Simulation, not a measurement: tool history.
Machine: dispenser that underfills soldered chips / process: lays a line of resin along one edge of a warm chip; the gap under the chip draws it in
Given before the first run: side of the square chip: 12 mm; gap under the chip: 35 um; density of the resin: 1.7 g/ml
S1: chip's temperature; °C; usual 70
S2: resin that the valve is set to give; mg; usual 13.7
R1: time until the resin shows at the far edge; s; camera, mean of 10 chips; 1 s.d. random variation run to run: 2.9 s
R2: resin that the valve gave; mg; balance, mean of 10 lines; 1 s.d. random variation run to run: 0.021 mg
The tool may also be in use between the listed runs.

| run | day | S1 | S2 | R1 | R2 |
|---|---|---|---|---|---|
| 1 | 0.000 | 70 | 13.7 | 312.0 | 13.40 |
| 2 | 0.262 | 62 | 13.7 | 530.1 | 13.38 |
| 3 | 0.546 | 62 | 13.7 | 647.2 | 13.33 |
|  | 0.638 | new syringe of resin |
| 4 | 0.767 | 70 | 13.7 | 302.5 | 13.32 |
| 5 | 1.008 | 70 | 13.7 | 356.5 | 13.33 |
| 6 | 1.375 | 70 | 13.7 | 455.6 | 13.29 |
|  | 1.458 | new syringe of resin |
| 7 | 1.779 | 81 | 13.7 | 213.1 | 13.28 |
|  | 2.008 | dispensing valve cleaned and set on the balance |
| 8 | 2.046 | 70 | 13.7 | 399.1 | 13.70 |
|  | 2.312 | new syringe of resin |
| 9 | 2.417 | 70 | 13.7 | 297.2 | 13.64 |
| 10 | 2.771 | 65 | 13.7 | 472.4 | 13.64 |
| 11 | 2.954 | 70 | 13.7 | 429.1 | 13.63 |
|  | 3.125 | new syringe of resin |
| 12 | 3.283 | 70 | 13.7 | 308.8 | 13.61 |
| 13 | 3.483 | 70 | 13.7 | 352.3 | 13.65 |
| 14 | 3.817 | 70 | 13.7 | 447.3 | 13.57 |
|  | 3.946 | new syringe of resin |
| 15 | 4.238 | 72 | 13.7 | 310.1 | 13.54 |
| 16 | 4.546 | 72 | 13.7 | 386.8 | 13.53 |
|  | 4.767 | new syringe of resin |
| 17 | 4.788 | 60 | 12.1 | 438.9 | 11.95 |
| 18 | 4.992 | 68 | 11.9 | 361.8 | 11.76 |
| 19 | 5.196 | 60 | 16.0 | 565.3 | 15.74 |
| 20 | 5.400 | 69 | 15.7 | 437.1 | 15.44 |
|  | 5.567 | new syringe of resin |
| 21 | 5.821 | 73 | 16.4 | 290.9 | 16.09 |
| 22 | 6.112 | 82 | 14.2 | 244.4 | 13.89 |
| 23 | 6.321 | 62 | 11.8 | 693.3 | 11.56 |
|  | 6.362 | new syringe of resin |
| 24 | 6.750 | 80 | 13.9 | 233.4 | 13.60 |
| 25 | 7.038 | 80 | 13.9 | 280.0 | 13.60 |
|  | 7.162 | new syringe of resin |
| 26 | 7.425 | 63 | 13.5 | 451.5 | 13.17 |
| 27 | 7.675 | 63 | 13.5 | 521.7 | 13.14 |
| 28 | 7.888 | 81 | 14.0 | 283.9 | 13.59 |
|  | 7.967 | new syringe of resin |
| 29 | 8.117 | 82 | 14.8 | 179.3 | 14.41 |

Here are 5 independent what-if runs from the current tool condition. What would each one return?
| A | 8.346 | 61 | 12.1 | ? | ? |
| B | 8.346 | 59 | 13.4 | ? | ? |
| C | 8.346 | 64 | 14.0 | ? | ? |
| D | 8.346 | 82 | 13.8 | ? | ? |
| E | 8.346 | 82 | 17.0 | ? | ? |

| run | R1 | R2 |
|---|---|---|
| A | 539.7 | 11.74 |
| B | 577.7 | 13.01 |
| C | 452.2 | 13.60 |
| D | 210.3 | 13.42 |
| E | 209.6 | 16.54 |
With the hidden condition removed and each run's random variation left untouched, the same runs would have given:
| run | R1 | R2 |
|---|---|---|
| A | 438.9 | 12.09 |
| B | 471.4 | 13.40 |
| C | 368.5 | 14.01 |
| D | 170.2 | 13.82 |
| E | 170.0 | 17.03 |
